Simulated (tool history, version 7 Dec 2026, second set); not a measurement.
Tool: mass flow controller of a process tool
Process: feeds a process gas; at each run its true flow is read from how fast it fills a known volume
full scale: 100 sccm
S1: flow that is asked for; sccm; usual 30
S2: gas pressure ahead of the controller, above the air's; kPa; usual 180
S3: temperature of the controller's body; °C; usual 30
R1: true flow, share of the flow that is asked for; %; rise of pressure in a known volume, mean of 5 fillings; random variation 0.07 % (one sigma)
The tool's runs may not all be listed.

| run | hour | S1 | S2 | S3 | R1 |
|---|---|---|---|---|---|
| 1 | 0.0 | 30 | 180 | 30 | 98.73 |
| 2 | 112.2 | 30 | 180 | 30 | 98.51 |
| 3 | 289.9 | 30 | 175 | 30 | 98.75 |
| 4 | 409.9 | 30 | 175 | 30 | 98.73 |
| 5 | 629.5 | 30 | 175 | 30 | 98.72 |
| 6 | 792.3 | 30 | 175 | 30 | 98.85 |
| 7 | 979.7 | 53 | 180 | 30 | 99.20 |
| 8 | 1095.7 | 53 | 180 | 30 | 99.47 |
| 9 | 1226.1 | 13 | 180 | 30 | 98.32 |
| 10 | 1429.0 | 82 | 180 | 30 | 100.10 |
| 11 | 1631.7 | 30 | 150 | 30 | 99.10 |
| 12 | 1806.7 | 30 | 150 | 30 | 99.06 |
| 13 | 2014.4 | 30 | 150 | 30 | 99.08 |
| 14 | 2220.2 | 30 | 180 | 34 | 99.27 |
| 15 | 2372.1 | 30 | 180 | 30 | 99.04 |
| 16 | 2609.4 | 30 | 180 | 30 | 99.04 |
| 17 | 2829.4 | 30 | 180 | 30 | 99.08 |
| 18 | 3065.2 | 30 | 180 | 30 | 99.11 |
|  | 3220.5 | controller's zero set anew |
| 19 | 3297.0 | 30 | 180 | 30 | 99.28 |
| 20 | 3518.6 | 30 | 180 | 30 | 99.24 |
| 21 | 3713.0 | 30 | 180 | 30 | 99.17 |
| 22 | 3855.7 | 30 | 180 | 30 | 99.28 |
| 23 | 4095.1 | 51 | 205 | 25 | 99.57 |
| 24 | 4256.9 | 53 | 180 | 34 | 100.17 |
| 25 | 4495.3 | 75 | 156 | 34 | 100.84 |
|  | 4679.5 | gauge calibrated |
| 26 | 4721.8 | 29 | 180 | 21 | 98.24 |
| 27 | 4920.2 | 47 | 180 | 30 | 99.12 |
| 28 | 5073.5 | 14 | 146 | 22 | 98.06 |
| 29 | 5188.8 | 14 | 146 | 22 | 97.97 |
| 30 | 5378.3 | 14 | 146 | 22 | 98.07 |
| 31 | 5496.0 | 52 | 175 | 30 | 99.48 |
| 32 | 5673.1 | 52 | 175 | 30 | 99.49 |
| 33 | 5821.5 | 52 | 175 | 30 | 99.31 |
| 34 | 6008.7 | 52 | 175 | 30 | 99.47 |
| 35 | 6175.8 | 52 | 207 | 22 | 98.92 |
| 36 | 6308.7 | 52 | 207 | 22 | 99.02 |
| 37 | 6529.9 | 88 | 229 | 26 | 100.01 |
| 38 | 6696.6 | 88 | 229 | 26 | 100.01 |
| 39 | 6897.7 | 30 | 180 | 31 | 99.01 |

Forecast run 40:
| 40 | 7129.5 | 16 | 180 | 30 | ? |

Run 40 gave R1 98.69 %.
Without the tool's hidden state the same run would have given R1 98.29 %.
